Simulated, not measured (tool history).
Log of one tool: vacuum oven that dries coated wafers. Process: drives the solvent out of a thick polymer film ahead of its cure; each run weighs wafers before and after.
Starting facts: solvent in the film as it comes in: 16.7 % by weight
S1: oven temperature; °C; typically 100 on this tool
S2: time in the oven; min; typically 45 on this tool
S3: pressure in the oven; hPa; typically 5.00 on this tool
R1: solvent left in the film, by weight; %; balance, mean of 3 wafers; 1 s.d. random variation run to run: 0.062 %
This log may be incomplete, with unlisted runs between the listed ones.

run,hour,S1,S2,S3,R1
1,0.0,100,45,5.00,3.36
2,99.3,103,45,5.00,2.51
3,143.7,103,45,8.50,2.58
4,227.8,103,45,8.50,2.56
5,298.1,103,45,8.50,2.58
6,351.3,103,45,8.50,2.52
7,421.5,99,45,5.00,3.56
8,513.8,100,45,3.74,3.12
9,600.0,100,45,3.74,3.07
10,681.8,100,45,3.74,3.05
11,779.0,100,45,5.00,3.11
12,872.0,100,45,5.00,3.00
13,970.4,100,45,5.00,3.08
14,1015.0,100,45,5.00,2.96
15,1088.6,100,72,13.41,1.81
16,1136.8,100,72,12.21,1.74
17,1184.6,100,72,12.21,1.72
18,1226.8,87,72,2.56,4.79
19,1287.9,90,61,5.00,4.45
20,1344.6,108,24,6.53,3.07
21,1411.4,108,24,6.53,3.11
22,1457.1,112,72,6.53,0.31
23,1533.1,111,66,6.32,0.30
24,1629.1,114,66,12.91,0.44
25,1707.9,114,66,12.91,0.74
26,1775.1,99,54,7.27,3.24

Not shown here: 2 entries made in the log between runs. Locate each between two listed runs and compare the hidden state at the listed run before it with the hidden state at the listed run after it:
Logged between run 17 and run 18: oven's thermocouples calibrated (hour 1190.8)
  true wafer temperature over the reading, C: 2.52 -> 3.36; true pressure over the reading, kPa: 0.194 -> 0.196
  measured minus no-state result, R1: -0.45 -> -1.10 %
Logged between run 24 and run 25: oven's thermocouples calibrated, once more (hour 1701.8)
  true wafer temperature over the reading, C: 3.86 -> 0.24; true pressure over the reading, kPa: 0.222 -> 0.227
  measured minus no-state result, R1: -0.04 -> +0.07 %

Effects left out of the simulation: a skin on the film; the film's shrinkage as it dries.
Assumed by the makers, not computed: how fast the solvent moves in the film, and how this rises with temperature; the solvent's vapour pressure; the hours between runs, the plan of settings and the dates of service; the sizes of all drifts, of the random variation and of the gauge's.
